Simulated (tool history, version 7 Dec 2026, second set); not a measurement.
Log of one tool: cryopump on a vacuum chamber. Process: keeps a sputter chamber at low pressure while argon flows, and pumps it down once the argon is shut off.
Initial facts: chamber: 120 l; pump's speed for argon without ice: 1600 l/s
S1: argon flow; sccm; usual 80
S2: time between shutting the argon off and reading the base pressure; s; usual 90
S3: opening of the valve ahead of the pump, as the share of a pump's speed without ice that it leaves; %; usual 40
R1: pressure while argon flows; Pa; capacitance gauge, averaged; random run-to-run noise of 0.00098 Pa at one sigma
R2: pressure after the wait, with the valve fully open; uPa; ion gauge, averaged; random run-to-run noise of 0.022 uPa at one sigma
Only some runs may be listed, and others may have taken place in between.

run 1 hour=0.0 | S1=80 S2=90 S3=40 | R1=0.2171 R2=0.92
run 2 hour=45.7 | S1=115 S2=90 S3=40 | R1=0.3096 R2=0.95
run 3 hour=100.0 | S1=115 S2=90 S3=40 | R1=0.3138 R2=0.94
run 4 hour=152.7 | S1=74 S2=90 S3=40 | R1=0.2032 R2=0.97
run 5 hour=215.2 | S1=80 S2=90 S3=50 | R1=0.1781 R2=0.97
run 6 hour=282.3 | S1=80 S2=90 S3=50 | R1=0.1793 R2=0.96
run 7 hour=362.4 | S1=80 S2=90 S3=50 | R1=0.1786 R2=0.97
run 8 hour=404.3 | S1=80 S2=211 S3=40 | R1=0.2217 R2=0.68
run 9 hour=460.8 | S1=80 S2=43 S3=40 | R1=0.2243 R2=1.48
run 10 hour=556.0 | S1=80 S2=90 S3=40 | R1=0.2260 R2=1.00
run 11 hour=656.7 | S1=80 S2=90 S3=40 | R1=0.2254 R2=1.06
run 12 hour=737.8 | S1=80 S2=90 S3=40 | R1=0.2278 R2=1.03
run 13 hour=831.9 | S1=80 S2=93 S3=40 | R1=0.2291 R2=1.04
run 14 hour=881.6 | S1=80 S2=93 S3=40 | R1=0.2303 R2=1.07
run 15 hour=982.7 | S1=80 S2=93 S3=40 | R1=0.2320 R2=1.09
run 16 hour=1069.3 | S1=80 S2=93 S3=40 | R1=0.2343 R2=1.15
run 17 hour=1166.1 | S1=80 S2=35 S3=43 | R1=0.2207 R2=1.96
run 18 hour=1263.0 | S1=80 S2=35 S3=16 | R1=0.5509 R2=1.94
run 19 hour=1333.9 | S1=80 S2=35 S3=16 | R1=0.5581 R2=1.89
run 20 hour=1408.9 | S1=80 S2=35 S3=16 | R1=0.5588 R2=1.94

Here are 5 independent what-if runs from the current tool condition. What would each one return?
run A hour=1500.3 | S1=133 S2=117 S3=36 | R1=? R2=?
run B hour=1500.3 | S1=69 S2=34 S3=51 | R1=? R2=?
run C hour=1500.3 | S1=80 S2=35 S3=23 | R1=? R2=?
run D hour=1500.3 | S1=80 S2=23 S3=17 | R1=? R2=?
run E hour=1500.3 | S1=80 S2=54 S3=40 | R1=? R2=?

run=A R1=0.4424 R2=1.12
run=B R1=0.1708 R2=2.09
run=C R1=0.3994 R2=1.95
run=D R1=0.5251 R2=2.60
run=E R1=0.2445 R2=1.56
Without the tool's hidden state the same runs would have given:
run=A R1=0.3880 R2=0.54
run=B R1=0.1424 R2=1.49
run=C R1=0.3665 R2=1.38
run=D R1=0.4924 R2=2.02
run=E R1=0.2115 R2=0.98
